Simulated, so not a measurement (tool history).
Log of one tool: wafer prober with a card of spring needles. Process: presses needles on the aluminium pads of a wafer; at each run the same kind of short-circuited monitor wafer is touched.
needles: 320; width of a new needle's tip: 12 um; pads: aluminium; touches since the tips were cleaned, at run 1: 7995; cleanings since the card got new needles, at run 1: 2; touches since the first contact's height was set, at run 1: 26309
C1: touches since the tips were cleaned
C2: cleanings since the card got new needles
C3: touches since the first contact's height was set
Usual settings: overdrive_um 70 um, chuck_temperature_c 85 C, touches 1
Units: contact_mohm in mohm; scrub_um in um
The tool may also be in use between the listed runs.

run 1 hour=0.0 | overdrive_um=70 chuck_temperature_c=85 touches=1 | C1=7995 C2=2 C3=26309 | contact_mohm=229 scrub_um=18.76
-- hour=0.6 tips cleaned on abrasive film
run 2 hour=8.5 | overdrive_um=70 chuck_temperature_c=85 touches=1 | C1=6106 C2=3 C3=32800 | contact_mohm=232 scrub_um=18.73
-- hour=11.8 tips cleaned on abrasive film
run 3 hour=17.0 | overdrive_um=70 chuck_temperature_c=26 touches=1 | C1=3988 C2=4 C3=39295 | contact_mohm=211 scrub_um=18.73
-- hour=22.8 tips cleaned on abrasive film
run 4 hour=28.7 | overdrive_um=70 chuck_temperature_c=85 touches=1 | C1=4538 C2=5 C3=48261 | contact_mohm=228 scrub_um=18.74
-- hour=33.7 tips cleaned on abrasive film
run 5 hour=35.4 | overdrive_um=70 chuck_temperature_c=85 touches=1 | C1=1291 C2=6 C3=53386 | contact_mohm=227 scrub_um=18.73
run 6 hour=41.2 | overdrive_um=70 chuck_temperature_c=29 touches=1 | C1=5799 C2=6 C3=57894 | contact_mohm=217 scrub_um=18.76
-- hour=45.0 tips cleaned on abrasive film
run 7 hour=52.8 | overdrive_um=70 chuck_temperature_c=29 touches=1 | C1=6068 C2=7 C3=66820 | contact_mohm=215 scrub_um=18.69
-- hour=56.6 tips cleaned on abrasive film
run 8 hour=61.0 | overdrive_um=70 chuck_temperature_c=112 touches=1 | C1=3451 C2=8 C3=73092 | contact_mohm=232 scrub_um=18.67
-- hour=67.9 tips cleaned on abrasive film
run 9 hour=69.2 | overdrive_um=70 chuck_temperature_c=112 touches=1 | C1=958 C2=9 C3=79330 | contact_mohm=231 scrub_um=18.67
-- hour=70.4 height of the first contact set anew
run 10 hour=77.4 | overdrive_um=70 chuck_temperature_c=112 touches=1 | C1=7057 C2=9 C3=5382 | contact_mohm=232 scrub_um=18.55
-- hour=79.4 tips cleaned on abrasive film
run 11 hour=83.9 | overdrive_um=70 chuck_temperature_c=112 touches=1 | C1=3468 C2=10 C3=10379 | contact_mohm=235 scrub_um=18.54
-- hour=90.7 tips cleaned on abrasive film
run 12 hour=93.9 | overdrive_um=70 chuck_temperature_c=85 touches=1 | C1=2517 C2=11 C3=18039 | contact_mohm=225 scrub_um=18.54
-- hour=102.3 tips cleaned on abrasive film
run 13 hour=103.7 | overdrive_um=70 chuck_temperature_c=85 touches=1 | C1=1118 C2=12 C3=25564 | contact_mohm=226 scrub_um=18.53
-- hour=106.8 height of the first contact set anew, once more
-- hour=114.2 tips cleaned on abrasive film
run 14 hour=115.4 | overdrive_um=70 chuck_temperature_c=81 touches=1 | C1=875 C2=13 C3=6531 | contact_mohm=222 scrub_um=18.78
-- hour=125.2 tips cleaned on abrasive film
run 15 hour=126.8 | overdrive_um=70 chuck_temperature_c=81 touches=1 | C1=1271 C2=14 C3=15323 | contact_mohm=226 scrub_um=18.76
run 16 hour=134.5 | overdrive_um=70 chuck_temperature_c=81 touches=1 | C1=7250 C2=14 C3=21302 | contact_mohm=227 scrub_um=18.80
-- hour=136.5 tips cleaned on abrasive film
run 17 hour=140.8 | overdrive_um=63 chuck_temperature_c=54 touches=1 | C1=3330 C2=15 C3=26080 | contact_mohm=221 scrub_um=16.85
run 18 hour=147.2 | overdrive_um=83 chuck_temperature_c=27 touches=3 | C1=8285 C2=15 C3=31035 | contact_mohm=205 scrub_um=22.26
-- hour=148.1 tips cleaned on abrasive film
run 19 hour=156.6 | overdrive_um=54 chuck_temperature_c=85 touches=1 | C1=6608 C2=16 C3=38230 | contact_mohm=237 scrub_um=14.48
-- hour=159.3 tips cleaned on abrasive film
run 20 hour=168.2 | overdrive_um=57 chuck_temperature_c=28 touches=1 | C1=6911 C2=17 C3=47155 | contact_mohm=221 scrub_um=15.20
-- hour=170.5 tips cleaned on abrasive film
run 21 hour=179.6 | overdrive_um=70 chuck_temperature_c=85 touches=2 | C1=7051 C2=18 C3=55865 | contact_mohm=224 scrub_um=18.72
-- hour=181.3 tips cleaned on abrasive film
run 22 hour=187.0 | overdrive_um=55 chuck_temperature_c=55 touches=2 | C1=4431 C2=19 C3=61557 | contact_mohm=221 scrub_um=14.66
-- hour=192.6 tips cleaned on abrasive film
run 23 hour=194.2 | overdrive_um=70 chuck_temperature_c=75 touches=3 | C1=1243 C2=20 C3=67019 | contact_mohm=220 scrub_um=18.65
run 24 hour=202.4 | overdrive_um=70 chuck_temperature_c=75 touches=3 | C1=7618 C2=20 C3=73394 | contact_mohm=220 scrub_um=18.66
-- hour=203.4 tips cleaned on abrasive film
run 25 hour=213.8 | overdrive_um=70 chuck_temperature_c=80 touches=1 | C1=8005 C2=21 C3=82116 | contact_mohm=228 scrub_um=18.65
-- hour=214.8 tips cleaned on abrasive film
run 26 hour=223.6 | overdrive_um=70 chuck_temperature_c=37 touches=1 | C1=6788 C2=22 C3=89605 | contact_mohm=218 scrub_um=18.64
-- hour=226.2 tips cleaned on abrasive film
run 27 hour=230.4 | overdrive_um=74 chuck_temperature_c=37 touches=1 | C1=3196 C2=23 C3=94804 | contact_mohm=215 scrub_um=19.67
-- hour=237.1 tips cleaned on abrasive film
run 28 hour=237.3 | overdrive_um=74 chuck_temperature_c=37 touches=1 | C1=138 C2=24 C3=100079 | contact_mohm=208 scrub_um=19.71
run 29 hour=243.0 | overdrive_um=74 chuck_temperature_c=37 touches=1 | C1=4567 C2=24 C3=104508 | contact_mohm=216 scrub_um=19.72
-- hour=247.9 tips cleaned on abrasive film
run 30 hour=253.7 | overdrive_um=51 chuck_temperature_c=31 touches=3 | C1=4432 C2=25 C3=112685 | contact_mohm=217 scrub_um=13.50
-- hour=258.9 tips cleaned on abrasive film
run 31 hour=263.5 | overdrive_um=64 chuck_temperature_c=114 touches=1 | C1=3526 C2=26 C3=120194 | contact_mohm=236 scrub_um=16.95
-- hour=269.8 tips cleaned on abrasive film
run 32 hour=273.2 | overdrive_um=78 chuck_temperature_c=114 touches=2 | C1=2603 C2=27 C3=127614 | contact_mohm=227 scrub_um=20.69

Forecast each of these 5 alternatives for the next run:
-- hour=280.7 tips cleaned on abrasive film
run A hour=284.1 | overdrive_um=62 chuck_temperature_c=119 touches=1 | C1=2609 C2=28 C3=135988 | contact_mohm=? scrub_um=?
-- hour=280.7 tips cleaned on abrasive film
run B hour=284.1 | overdrive_um=79 chuck_temperature_c=43 touches=1 | C1=2609 C2=28 C3=135988 | contact_mohm=? scrub_um=?
-- hour=280.7 tips cleaned on abrasive film
run C hour=284.1 | overdrive_um=50 chuck_temperature_c=114 touches=2 | C1=2609 C2=28 C3=135988 | contact_mohm=? scrub_um=?
-- hour=280.7 tips cleaned on abrasive film
run D hour=284.1 | overdrive_um=70 chuck_temperature_c=46 touches=3 | C1=2609 C2=28 C3=135988 | contact_mohm=? scrub_um=?
-- hour=280.7 tips cleaned on abrasive film
run E hour=284.1 | overdrive_um=70 chuck_temperature_c=85 touches=1 | C1=2609 C2=28 C3=135988 | contact_mohm=? scrub_um=?

run=A contact_mohm=238 scrub_um=16.37
run=B contact_mohm=215 scrub_um=20.99
run=C contact_mohm=239 scrub_um=13.16
run=D contact_mohm=212 scrub_um=18.54
run=E contact_mohm=225 scrub_um=18.56
Without the tool's hidden state the same runs would have given:
run=A contact_mohm=228 scrub_um=16.63
run=B contact_mohm=208 scrub_um=21.25
run=C contact_mohm=231 scrub_um=13.41
run=D contact_mohm=209 scrub_um=18.80
run=E contact_mohm=217 scrub_um=18.81
